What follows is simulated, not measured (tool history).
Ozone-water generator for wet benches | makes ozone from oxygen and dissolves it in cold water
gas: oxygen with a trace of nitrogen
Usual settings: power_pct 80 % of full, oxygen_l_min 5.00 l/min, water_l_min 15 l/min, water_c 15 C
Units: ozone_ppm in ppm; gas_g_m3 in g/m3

run	hour	power_pct	oxygen_l_min	water_l_min	water_c	ozone_ppm	gas_g_m3
1	0.0	80	5.00	15	15	17.6	167.2
2	35.5	80	5.00	15	15	17.9	168.8
3	107.3	80	5.00	15	15	18.0	168.9
4	153.2	71	5.00	15	15	16.1	150.3
5	186.5	71	5.00	15	15	16.1	152.9
6	252.8	71	5.00	15	15	16.0	151.2
7	288.0	66	5.00	15	15	14.8	142.6
8	334.6	66	5.00	15	15	15.0	142.4
9	398.2	80	5.00	15	15	17.9	168.4
10	459.5	80	5.00	15	15	17.9	168.3
11	523.3	80	5.00	15	15	18.0	169.4
12	571.1	80	5.00	15	15	17.5	170.2
13	625.0	80	8.64	15	15	16.8	123.6
14	663.7	80	5.97	15	15	17.5	151.6
15	726.2	80	5.97	15	19	16.4	155.8
16	791.5	80	5.97	15	19	16.2	154.4
17	825.7	80	5.97	15	19	16.2	153.8
18	871.3	80	7.83	13	10	20.7	131.6
19	930.7	77	7.83	20	10	13.7	128.6
20	965.5	77	7.83	20	10	13.6	127.9
21	1004.5	92	7.83	20	10	16.0	149.0
22	1065.7	92	4.02	15	10	21.5	221.5
23	1117.5	92	4.02	15	10	21.6	219.8
24	1156.1	75	5.62	21	8	13.0	150.2
25	1186.5	79	5.62	19	8	15.4	158.3
26	1219.8	79	5.62	19	8	15.3	157.5
27	1284.6	79	5.62	19	8	15.3	158.8
28	1329.9	79	5.62	19	8	15.1	159.2
29	1362.9	80	5.00	21	15	12.8	171.8
30	1429.0	80	5.00	12	11	23.2	174.2
31	1492.7	80	5.00	12	11	23.3	172.6
32	1546.4	80	5.00	12	11	23.1	172.0
# hour 1555.3: gauge calibrated
33	1602.8	80	5.00	9	12	28.7	168.3

Forecast each of these 3 alternatives for the next run:
A	1634.8	80	5.00	15	11	?	?
B	1634.8	63	3.20	9	12	?	?
C	1634.8	80	7.11	9	20	?	?

run	ozone_ppm	gas_g_m3
A	19.0	168.6
B	24.2	173.8
C	22.4	138.1
Without the tool's hidden state the same runs would have given:
run	ozone_ppm	gas_g_m3
A	19.1	168.7
B	24.2	173.8
C	22.5	138.1
